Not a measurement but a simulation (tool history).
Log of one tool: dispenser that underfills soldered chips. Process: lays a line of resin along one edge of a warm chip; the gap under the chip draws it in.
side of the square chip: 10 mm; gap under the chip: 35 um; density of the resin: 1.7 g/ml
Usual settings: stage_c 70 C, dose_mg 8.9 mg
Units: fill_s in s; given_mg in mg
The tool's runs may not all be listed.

run 1 day=0 | stage_c=70 dose_mg=8.9 | fill_s=276.1 given_mg=8.74
-- day=0.258 new syringe of resin
run 2 day=0.329 | stage_c=70 dose_mg=8.9 | fill_s=239.9 given_mg=8.72
-- day=0.746 new syringe of resin
run 3 day=0.762 | stage_c=70 dose_mg=8.9 | fill_s=226.6 given_mg=8.69
-- day=1.017 dispensing valve cleaned and set on the balance
-- day=1.3 new syringe of resin
run 4 day=1.321 | stage_c=70 dose_mg=7.63 | fill_s=237.1 given_mg=7.64
-- day=1.825 new syringe of resin
run 5 day=1.971 | stage_c=70 dose_mg=7.63 | fill_s=248.4 given_mg=7.59
-- day=2.317 new syringe of resin
run 6 day=2.488 | stage_c=70 dose_mg=8.9 | fill_s=246.6 given_mg=8.81
-- day=2.8 new syringe of resin
run 7 day=2.971 | stage_c=70 dose_mg=8.9 | fill_s=240.6 given_mg=8.76
-- day=3.292 new syringe of resin
run 8 day=3.292 | stage_c=70 dose_mg=8.9 | fill_s=218.8 given_mg=8.75
run 9 day=3.75 | stage_c=70 dose_mg=8.9 | fill_s=290 given_mg=8.71
-- day=3.808 new syringe of resin
-- day=4.304 new syringe of resin
run 10 day=4.371 | stage_c=70 dose_mg=8.9 | fill_s=235 given_mg=8.66
-- day=4.454 dispensing valve cleaned and set on the balance
-- day=4.875 new syringe of resin
run 11 day=4.954 | stage_c=70 dose_mg=8.9 | fill_s=228.2 given_mg=8.85
run 12 day=5.329 | stage_c=70 dose_mg=11.14 | fill_s=284.4 given_mg=11.08
-- day=5.392 new syringe of resin
run 13 day=5.629 | stage_c=70 dose_mg=8.9 | fill_s=246.2 given_mg=8.8
-- day=5.888 new syringe of resin
run 14 day=5.917 | stage_c=70 dose_mg=8.9 | fill_s=223.5 given_mg=8.83
run 15 day=6.208 | stage_c=70 dose_mg=8.9 | fill_s=268.1 given_mg=8.73
-- day=6.388 new syringe of resin
-- day=6.429 stage's temperature calibrated
run 16 day=6.896 | stage_c=71 dose_mg=9.52 | fill_s=314.4 given_mg=9.36
-- day=6.938 new syringe of resin
-- day=7.421 new syringe of resin
run 17 day=7.421 | stage_c=77 dose_mg=8.9 | fill_s=173.4 given_mg=8.68
-- day=7.933 dispensing valve cleaned and set on the balance
run 18 day=7.933 | stage_c=77 dose_mg=8.9 | fill_s=232.6 given_mg=8.91
-- day=7.996 new syringe of resin
-- day=8.483 new syringe of resin
run 19 day=8.542 | stage_c=71 dose_mg=11.14 | fill_s=234.8 given_mg=11.1
-- day=8.992 new syringe of resin
run 20 day=9.2 | stage_c=68 dose_mg=9.48 | fill_s=311.8 given_mg=9.38
-- day=9.504 new syringe of resin
run 21 day=9.654 | stage_c=68 dose_mg=9.48 | fill_s=292.6 given_mg=9.36
run 22 day=9.946 | stage_c=82 dose_mg=8.07 | fill_s=185.3 given_mg=7.95
-- day=9.996 new syringe of resin
run 23 day=10.342 | stage_c=82 dose_mg=10.22 | fill_s=171 given_mg=10.02
-- day=10.512 new syringe of resin
run 24 day=10.65 | stage_c=57 dose_mg=8.92 | fill_s=497.8 given_mg=8.74
-- day=11.042 new syringe of resin
run 25 day=11.258 | stage_c=76 dose_mg=10.52 | fill_s=204.1 given_mg=10.24
-- day=11.412 dispensing valve cleaned and set on the balance
-- day=11.588 new syringe of resin
run 26 day=11.858 | stage_c=56 dose_mg=10.52 | fill_s=557.3 given_mg=10.52
-- day=12.108 new syringe of resin
run 27 day=12.462 | stage_c=72 dose_mg=8.19 | fill_s=272.7 given_mg=8.11

Forecast each of these 5 alternatives for the next run:
-- day=12.604 new syringe of resin
run A day=12.862 | stage_c=70 dose_mg=10.46 | fill_s=? given_mg=?
-- day=12.604 new syringe of resin
run B day=12.862 | stage_c=65 dose_mg=8.19 | fill_s=? given_mg=?
-- day=12.604 new syringe of resin
run C day=12.862 | stage_c=71 dose_mg=9.32 | fill_s=? given_mg=?
-- day=12.604 new syringe of resin
run D day=12.862 | stage_c=67 dose_mg=8.19 | fill_s=? given_mg=?
-- day=12.604 new syringe of resin
run E day=12.862 | stage_c=62 dose_mg=8.77 | fill_s=? given_mg=?

run=A fill_s=280.9 given_mg=10.4
run=B fill_s=367.6 given_mg=8.12
run=C fill_s=265.3 given_mg=9.23
run=D fill_s=330.5 given_mg=8.11
run=E fill_s=423.3 given_mg=8.67
Without the tool's hidden state the same runs would have given:
run=A fill_s=246.7 given_mg=10.5
run=B fill_s=322.5 given_mg=8.2
run=C fill_s=232.9 given_mg=9.32
run=D fill_s=289.9 given_mg=8.2
run=E fill_s=371.9 given_mg=8.76

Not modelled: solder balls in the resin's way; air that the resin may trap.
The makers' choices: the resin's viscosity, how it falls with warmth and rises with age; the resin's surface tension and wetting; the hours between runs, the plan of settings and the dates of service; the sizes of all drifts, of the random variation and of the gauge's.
